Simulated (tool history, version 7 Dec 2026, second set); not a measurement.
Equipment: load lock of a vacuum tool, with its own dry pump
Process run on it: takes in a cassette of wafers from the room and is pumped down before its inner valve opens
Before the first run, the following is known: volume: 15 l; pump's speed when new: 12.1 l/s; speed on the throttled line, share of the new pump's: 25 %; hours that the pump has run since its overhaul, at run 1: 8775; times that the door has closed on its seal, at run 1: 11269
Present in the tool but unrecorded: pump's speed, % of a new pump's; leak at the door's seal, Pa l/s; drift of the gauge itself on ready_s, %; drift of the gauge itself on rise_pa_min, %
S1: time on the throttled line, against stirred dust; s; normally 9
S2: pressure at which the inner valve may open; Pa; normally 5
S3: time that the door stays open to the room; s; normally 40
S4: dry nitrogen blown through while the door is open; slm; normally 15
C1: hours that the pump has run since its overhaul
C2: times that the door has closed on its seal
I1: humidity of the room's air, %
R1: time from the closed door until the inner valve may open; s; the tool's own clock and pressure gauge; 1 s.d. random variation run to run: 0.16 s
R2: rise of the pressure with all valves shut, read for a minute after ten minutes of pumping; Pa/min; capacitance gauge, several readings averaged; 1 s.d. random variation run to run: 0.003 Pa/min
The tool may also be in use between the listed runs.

run	day	S1	S2	S3	S4	C1	C2	I1	R1	R2
1	0	9	5	40	15	8775	11269	45.5	20.1	0.057
2	9.988	9	5	40	15	9015	12350	41.6	20.1	0.063
3	20.579	9	5	40	15	9269	13496	43.6	20.2	0.068
4	27.033	9	5	40	15	9424	14194	49.2	20.2	0.068
5	38.025	9	5	40	15	9688	15384	45.5	20.1	0.073
6	45.2	6	5	40	15	9860	16160	45.2	18.1	0.082
7	52.596	9	8	40	15	10037	16961	46.9	19.4	0.076
8	60.279	9	5	40	15	10222	17793	44.8	20.4	0.071
9	67.492	9	5	40	15	10395	18573	45.7	20.5	0.084
10	74.238	9	5	40	15	10557	19303	43.1	20.2	0.08
11	81.867	9	5	40	15	10740	20129	46.6	20.3	0.084
12	92.354	9	7	50	13	10991	21264	42.5	20.1	0.093
13	99.212	18	6	50	13	11156	22006	43.6	26.8	0.095
14	105.192	9	5	40	7	11300	22653	41.4	20.8	0.093
15	113.642	11	5	40	9	11502	23568	43.5	22.2	0.096
16	119.588	14	5	131	24	11645	24211	44.5	24.2	0.119
17	126.867	14	5	131	24	11820	24999	46.1	24.4	0.128
18	135.679	15	5	40	35	12031	25953	41.8	24.9	0.093
19	144.55	12	5	69	27	12244	26913	44.3	22.8	0.108
20	155.4	5	5	72	16	12505	28087	47	17.5	0.124
21	161.933	6	9	81	7	12661	28794	46	17.9	0.141

Each row is a separate what-if for the run after 21, all from the same tool condition, not one after another. Results?
A	170.896	10	5	92	6	12876	29764	44.3	?	?
B	170.896	6	9	81	21	12876	29764	42.3	?	?
C	170.896	4	5	185	15	12876	29764	44.2	?	?

run	R1	R2
A	21.1	0.147
B	17.8	0.125
C	17.2	0.161
The same runs, with their run-to-run variation unchanged, on a tool lacking any hidden condition would have given:
run	R1	R2
A	19.6	0.069
B	16.3	0.047
C	15.5	0.085
